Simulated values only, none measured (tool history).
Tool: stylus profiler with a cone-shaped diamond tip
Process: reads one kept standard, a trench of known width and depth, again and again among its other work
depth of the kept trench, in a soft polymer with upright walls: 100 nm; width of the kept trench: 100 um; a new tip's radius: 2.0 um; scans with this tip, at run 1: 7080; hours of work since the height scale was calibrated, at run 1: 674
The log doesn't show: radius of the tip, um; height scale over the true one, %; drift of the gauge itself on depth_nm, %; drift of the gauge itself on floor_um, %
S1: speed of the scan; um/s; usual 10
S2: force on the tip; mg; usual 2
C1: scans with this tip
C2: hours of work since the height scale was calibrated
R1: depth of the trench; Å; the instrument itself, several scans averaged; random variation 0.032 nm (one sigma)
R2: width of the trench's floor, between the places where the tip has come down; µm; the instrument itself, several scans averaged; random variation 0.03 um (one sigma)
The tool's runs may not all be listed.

run 1 hour=0 | S1=10 S2=2 | C1=7080 C2=674 | R1=1011.2 R2=98.32
run 2 hour=37.3 | S1=6 S2=2 | C1=7359 C2=701 | R1=1010.8 R2=98.3
run 3 hour=67.5 | S1=6 S2=2 | C1=7585 C2=722 | R1=1010.5 R2=98.38
run 4 hour=108.9 | S1=6 S2=2 | C1=7895 C2=752 | R1=1011.7 R2=98.33
run 5 hour=149.7 | S1=10 S2=4.36 | C1=8199 C2=781 | R1=1018.3 R2=98.31
run 6 hour=172.8 | S1=10 S2=4.36 | C1=8372 C2=797 | R1=1017.4 R2=98.32
run 7 hour=212.4 | S1=10 S2=4.36 | C1=8668 C2=825 | R1=1017.8 R2=98.25
run 8 hour=232 | S1=10 S2=4.36 | C1=8815 C2=839 | R1=1018.4 R2=98.31
run 9 hour=266.8 | S1=10 S2=2 | C1=9075 C2=864 | R1=1012.5 R2=98.24
run 10 hour=313.9 | S1=10 S2=2 | C1=9428 C2=897 | R1=1011.9 R2=98.33
run 11 hour=337.6 | S1=10 S2=2 | C1=9605 C2=914 | R1=1011.8 R2=98.28
run 12 hour=374 | S1=10 S2=2 | C1=9877 C2=940 | R1=1012 R2=98.22
run 13 hour=416.7 | S1=10 S2=2 | C1=10196 C2=971 | R1=1011.9 R2=98.22
run 14 hour=464.6 | S1=3 S2=1.57 | C1=10554 C2=1005 | R1=1010.7 R2=98.22
run 15 hour=497.9 | S1=3 S2=1.57 | C1=10803 C2=1028 | R1=1011.3 R2=98.24
run 16 hour=526.4 | S1=10 S2=1.57 | C1=11016 C2=1049 | R1=1010.9 R2=98.15
run 17 hour=553.8 | S1=10 S2=1.41 | C1=11221 C2=1068 | R1=1010.5 R2=98.15
-- hour=601.5 height scale calibrated on a step standard
run 18 hour=602.1 | S1=10 S2=1.23 | C1=11578 C2=0 | R1=1007.1 R2=98.17
run 19 hour=629 | S1=3 S2=4.73 | C1=11779 C2=20 | R1=1017.2 R2=98.15
run 20 hour=650.2 | S1=27 S2=1.79 | C1=11938 C2=35 | R1=1009 R2=98.04
run 21 hour=685.7 | S1=27 S2=1.79 | C1=12203 C2=60 | R1=1009.3 R2=98.02

3 ways to go on from here, each from the tool as it stands after run 21. What would each give?
run A hour=711.6 | S1=27 S2=1.43 | C1=12397 C2=78 | R1=? R2=?
run B hour=711.6 | S1=3 S2=1.1 | C1=12397 C2=78 | R1=? R2=?
run C hour=711.6 | S1=3 S2=4.49 | C1=12397 C2=78 | R1=? R2=?

run=A R1=1007.9 R2=97.96
run=B R1=1006.6 R2=98.18
run=C R1=1017 R2=98.17
Without the tool's hidden state the same runs would have given:
run=A R1=1007.4 R2=98.52
run=B R1=1006.1 R2=98.75
run=C R1=1016.5 R2=98.73
